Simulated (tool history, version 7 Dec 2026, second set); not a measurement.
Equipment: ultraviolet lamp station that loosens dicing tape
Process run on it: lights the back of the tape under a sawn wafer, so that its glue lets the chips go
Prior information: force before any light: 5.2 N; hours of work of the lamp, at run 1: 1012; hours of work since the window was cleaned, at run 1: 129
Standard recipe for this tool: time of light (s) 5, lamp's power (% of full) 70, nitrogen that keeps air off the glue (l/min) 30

run	hour	time of light (s)	lamp's power (% of full)	nitrogen that keeps air off the glue (l/min)	hours of work of the lamp	hours of work since the window was cleaned	force that peels the tape off (N)	light that reached the tape (mJ/cm2)
1	0.0	5	70	30	1012	129	0.468	146
2	49.3	5	70	30	1039	157	0.468	144
3	110.1	6	70	30	1073	191	0.357	173
4	177.0	6	70	30	1111	228	0.360	171
5	211.2	6	70	30	1130	247	0.354	170
6	263.0	6	70	30	1159	276	0.366	170
7	312.8	6	70	30	1187	304	0.383	163
8	373.3	6	70	30	1220	338	0.387	165
9	422.2	6	70	30	1248	365	0.370	164
10	490.4	6	62	30	1286	403	0.435	145
11	539.9	6	62	30	1313	431	0.472	140
12	599.6	5	70	30	1347	464	0.513	135
# hour 603.3: window cleaned of glue's vapour
13	632.5	5	70	30	1365	16	0.544	131
14	680.9	5	70	18	1392	43	0.721	132
15	725.7	5	70	37	1417	68	0.503	129
16	786.1	5	70	37	1451	102	0.504	129
17	824.7	5	70	30	1472	124	0.581	125
# hour 846.5: window cleaned of glue's vapour, once more
18	885.0	3	70	40	1506	21	1.020	81
19	939.1	2	92	19	1536	52	1.592	70
20	1005.5	7	60	20	1573	89	0.488	152
21	1059.5	5	68	30	1603	119	0.565	120
22	1096.9	3	65	33	1624	140	1.249	73
23	1161.8	5	79	33	1660	176	0.442	143

Run 24, settings as shown, results not yet in. Your forecast:
24	1237.1	9	89	54	1702	218	?	?

force that peels the tape off (N): 0.237
light that reached the tape (mJ/cm2): 285
On a tool with no hidden condition, and with the same random variation, this run would have come out at force that peels the tape off (N) 0.234, light that reached the tape (mJ/cm2) 413.
